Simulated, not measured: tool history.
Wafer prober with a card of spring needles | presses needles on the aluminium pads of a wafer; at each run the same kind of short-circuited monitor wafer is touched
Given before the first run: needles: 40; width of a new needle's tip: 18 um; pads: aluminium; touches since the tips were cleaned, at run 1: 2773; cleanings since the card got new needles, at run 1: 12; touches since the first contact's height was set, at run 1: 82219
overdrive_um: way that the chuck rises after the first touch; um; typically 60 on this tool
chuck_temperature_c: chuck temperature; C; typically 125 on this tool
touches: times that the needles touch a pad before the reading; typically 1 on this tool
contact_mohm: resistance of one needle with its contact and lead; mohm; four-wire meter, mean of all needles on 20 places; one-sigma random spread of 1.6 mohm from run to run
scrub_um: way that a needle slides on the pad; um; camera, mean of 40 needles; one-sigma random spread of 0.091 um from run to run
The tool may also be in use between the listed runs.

run   hour  overdrive_um  chuck_temperature_c  touches  touches since the tips were cleaned  cleanings since the card got new needles  touches since the first contact's height was set  contact_mohm  scrub_um
  1      0            60                  125        1                                 2773                                        12                                             82219           296     15.98
      20.4  -- tips cleaned on abrasive film
  2   41.7            60                  125        1                                 3705                                        13                                             89453           324     16.12
        56  -- tips cleaned on abrasive film
  3   88.9            58                  125        1                                 5727                                        14                                             97641           366     15.52
      92.3  -- tips cleaned on abrasive film
  4  115.6            60                  125        1                                 4051                                        15                                            102269           324     16.15
     128.6  -- tips cleaned on abrasive film
  5  152.9            60                  125        1                                 4223                                        16                                            108730           339     16.08
     164.6  -- tips cleaned on abrasive film
  6  181.9            60                  125        1                                 3002                                        17                                            113757           311     16.06
     199.5  -- tips cleaned on abrasive film
  7  218.8            60                  125        1                                 3354                                        18                                            120157           309     15.89
     234.8  -- tips cleaned on abrasive film
  8  242.6            60                  125        1                                 1359                                        19                                            124278           265     15.94
     246.5  -- height of the first contact set anew
     270.2  -- tips cleaned on abrasive film
  9    279            59                  125        1                                 1537                                        20                                              5636           276      15.3
 10  298.6            59                  125        1                                 4934                                        20                                              9033           364     15.33
     306.5  -- tips cleaned on abrasive film
     323.1  -- height of the first contact set anew, once more
 11  338.5            59                  125        1                                 5514                                        21                                              2674           353     16.16
     342.1  -- tips cleaned on abrasive film
 12  374.3            68                  125        1                                 5594                                        22                                              8878           306     18.55
     378.1  -- tips cleaned on abrasive film
 13  401.3            60                  106        2                                 4030                                        23                                             13550           259     16.52
     413.3  -- tips cleaned on abrasive film
 14  433.8            75                   60        2                                 3563                                        24                                             19187           217     20.36
     450.9  -- tips cleaned on abrasive film
 15  468.6            75                   32        2                                 3073                                        25                                             25216           209     20.51
     486.1  -- tips cleaned on abrasive film
 16  499.4            75                   53        2                                 2317                                        26                                             30558           198     20.43
     521.7  -- tips cleaned on abrasive film
 17  543.4            60                   37        1                                 3786                                        27                                             38202           342     16.27
     556.6  -- tips cleaned on abrasive film
 18  587.7            60                   37        1                                 5407                                        28                                             45884           360     16.21
       593  -- tips cleaned on abrasive film
 19  622.9            60                   42        2                                 5201                                        29                                             51985           271     16.22
     630.8  -- tips cleaned on abrasive film
 20  652.2            43                   37        2                                 3722                                        30                                             57059           376      11.6
       667  -- tips cleaned on abrasive film
 21  690.2            43                   37        2                                 4034                                        31                                             63652           379     11.51

Here are 3 independent what-if runs from the current tool condition. What would each one return?
     701.5  -- tips cleaned on abrasive film
  A  734.1            74                   37        1                                 5671                                        32                                             71267             ?         ?
     701.5  -- tips cleaned on abrasive film
  B  734.1            60                   43        1                                 5671                                        32                                             71267             ?         ?
     701.5  -- tips cleaned on abrasive film
  C  734.1            58                   40        3                                 5671                                        32                                             71267             ?         ?

run  contact_mohm  scrub_um
  A           291     20.06
  B           369     16.13
  C           236     15.72
Without the tool's hidden state the same runs would have given:
run  contact_mohm  scrub_um
  A           136     20.37
  B           142     16.43
  C           145     16.03

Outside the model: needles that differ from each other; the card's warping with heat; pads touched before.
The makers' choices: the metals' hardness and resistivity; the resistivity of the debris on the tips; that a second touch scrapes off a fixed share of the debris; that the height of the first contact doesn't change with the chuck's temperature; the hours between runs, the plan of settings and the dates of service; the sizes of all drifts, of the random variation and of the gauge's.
